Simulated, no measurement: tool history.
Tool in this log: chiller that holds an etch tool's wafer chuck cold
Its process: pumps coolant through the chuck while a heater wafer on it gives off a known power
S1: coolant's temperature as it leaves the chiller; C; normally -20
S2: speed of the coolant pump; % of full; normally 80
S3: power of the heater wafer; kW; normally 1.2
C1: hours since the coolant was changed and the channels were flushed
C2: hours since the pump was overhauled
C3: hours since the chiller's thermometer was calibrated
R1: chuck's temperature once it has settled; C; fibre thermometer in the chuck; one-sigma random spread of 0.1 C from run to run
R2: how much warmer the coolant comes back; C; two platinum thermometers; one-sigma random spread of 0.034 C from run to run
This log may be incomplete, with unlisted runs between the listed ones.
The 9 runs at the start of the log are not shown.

| run | day | S1 | S2 | S3 | C1 | C2 | C3 | R1 | R2 |
|---|---|---|---|---|---|---|---|---|---|
| 10 | 29.196 | -10 | 80 | 1.2 | 1345 | 3052 | 155 | -1.2 | 5.29 |
| 11 | 33.342 | -16 | 80 | 1.2 | 1445 | 3152 | 254 | -7.4 | 5.34 |
| 12 | 38.05 | -16 | 80 | 0.946 | 1558 | 3265 | 367 | -9.3 | 4.22 |
| 13 | 40.504 | -16 | 80 | 0.946 | 1617 | 3324 | 426 | -9 | 4.23 |
| 14 | 43.442 | -16 | 80 | 0.946 | 1687 | 3394 | 497 | -9.1 | 4.24 |
| 15 | 47.571 | -20 | 97 | 1.2 | 1787 | 3493 | 596 | -12.5 | 4.38 |
| 16 | 50.662 | -20 | 80 | 1.2 | 1861 | 3568 | 670 | -11.1 | 5.32 |
| 17 | 54.021 | -20 | 80 | 1.2 | 1941 | 3648 | 750 | -11.4 | 5.37 |
| 18 | 56.292 | -20 | 80 | 1.2 | 1996 | 3703 | 805 | -11.6 | 5.28 |
| 19 | 59.917 | -25 | 68 | 0.673 | 2083 | 3790 | 892 | -19.6 | 3.53 |
| 20 | 64.021 | -22 | 80 | 1.2 | 2181 | 3888 | 990 | -13.2 | 5.36 |
| 21 | 66.075 | -22 | 80 | 1.2 | 2231 | 3937 | 1040 | -13.4 | 5.36 |
| 22 | 69.038 | -28 | 96 | 1.31 | 2302 | 4008 | 1111 | -19.7 | 4.82 |
| 23 | 71.317 | -15 | 67 | 1.2 | 2356 | 4063 | 1166 | -5.2 | 6.35 |
| 24 | 73.375 | -29 | 96 | 1.141 | 2406 | 4113 | 1215 | -21.7 | 4.18 |
| 25 | 75.854 | -25 | 83 | 0.843 | 2465 | 4172 | 1274 | -19 | 3.64 |
| 26 | 78.612 | -25 | 83 | 0.843 | 2532 | 4238 | 1341 | -19 | 3.61 |
| 27 | 82.688 | -21 | 69 | 0.867 | 2629 | 4336 | 1438 | -14 | 4.44 |
| 28 | 85.271 | -16 | 85 | 0.67 | 2691 | 4398 | 1500 | -11.3 | 2.83 |
| 29 | 89.025 | -14 | 80 | 1.2 | 2781 | 4488 | 1591 | -5.3 | 5.3 |
| 30 | 92.933 | -19 | 99 | 1.721 | 2875 | 4582 | 1684 | -8.3 | 6.16 |
| 31 | 97.071 | -20 | 87 | 0.657 | 2974 | 4681 | 1784 | -15.4 | 2.73 |
|  | 100.454 | coolant pump overhauled |
| 32 | 101.379 | -22 | 98 | 1.2 | 3073 | 22 | 1882 | -14.4 | 4.34 |
|  | 106 | coolant changed, channels flushed |
| 33 | 106.471 | -14 | 84 | 1.2 | 11 | 138 | 1998 | -5.7 | 5.09 |

Here are 3 independent what-if runs from the current tool condition. What would each one return?
| A | 110.112 | -18 | 84 | 1.2 | 99 | 226 | 2086 | ? | ? |
| B | 110.112 | -24 | 95 | 1.59 | 99 | 226 | 2086 | ? | ? |
| C | 110.112 | -22 | 95 | 0.657 | 99 | 226 | 2086 | ? | ? |

| run | R1 | R2 |
|---|---|---|
| A | -9.6 | 5.08 |
| B | -13.8 | 5.91 |
| C | -17.8 | 2.43 |
The same runs, with their run-to-run variation unchanged, on a tool lacking any hidden condition would have given:
| run | R1 | R2 |
|---|---|---|
| A | -9.6 | 5.08 |
| B | -13.8 | 5.91 |
| C | -17.8 | 2.43 |

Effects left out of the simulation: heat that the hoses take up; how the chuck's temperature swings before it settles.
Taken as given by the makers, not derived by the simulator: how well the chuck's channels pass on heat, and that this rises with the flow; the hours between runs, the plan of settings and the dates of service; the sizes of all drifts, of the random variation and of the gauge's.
